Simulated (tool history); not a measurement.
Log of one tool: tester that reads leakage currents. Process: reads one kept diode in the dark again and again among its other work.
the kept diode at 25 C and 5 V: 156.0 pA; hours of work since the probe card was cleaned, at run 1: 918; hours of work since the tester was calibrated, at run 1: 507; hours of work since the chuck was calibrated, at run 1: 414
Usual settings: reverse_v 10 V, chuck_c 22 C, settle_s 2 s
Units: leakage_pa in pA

run	hour	reverse_v	chuck_c	settle_s	hours of work since the probe card was cleaned	hours of work since the tester was calibrated	hours of work since the chuck was calibrated	leakage_pa
1	0	10	22	2	918	507	414	177.2
2	70.6	10	30	2	971	559	466	360.81
3	149.6	10	22	0.78	1029	617	525	176.52
4	215.3	5.6	22	2	1077	666	573	121.76
5	290.6	5.6	22	2	1133	721	629	121.56
6	331	10	22	0.53	1163	751	659	176.25
7	367.4	10	22	0.53	1190	778	686	175.38
8	425.6	10	35	0.53	1233	821	729	547.58
9	482.4	10	31	2	1275	863	771	383.76
10	535.1	10	31	2	1314	902	810	381.16
11	613.2	10	31	2	1371	960	867	381.08
12	666.7	10	31	2	1411	999	907	378.92

The next listed run, before its measurement:
13	718	1.4	31	0.81	1449	1037	945	?

leakage_pa: 115.06 pA
Without the tool's hidden state the same run would have given leakage_pa 127.6 pA.

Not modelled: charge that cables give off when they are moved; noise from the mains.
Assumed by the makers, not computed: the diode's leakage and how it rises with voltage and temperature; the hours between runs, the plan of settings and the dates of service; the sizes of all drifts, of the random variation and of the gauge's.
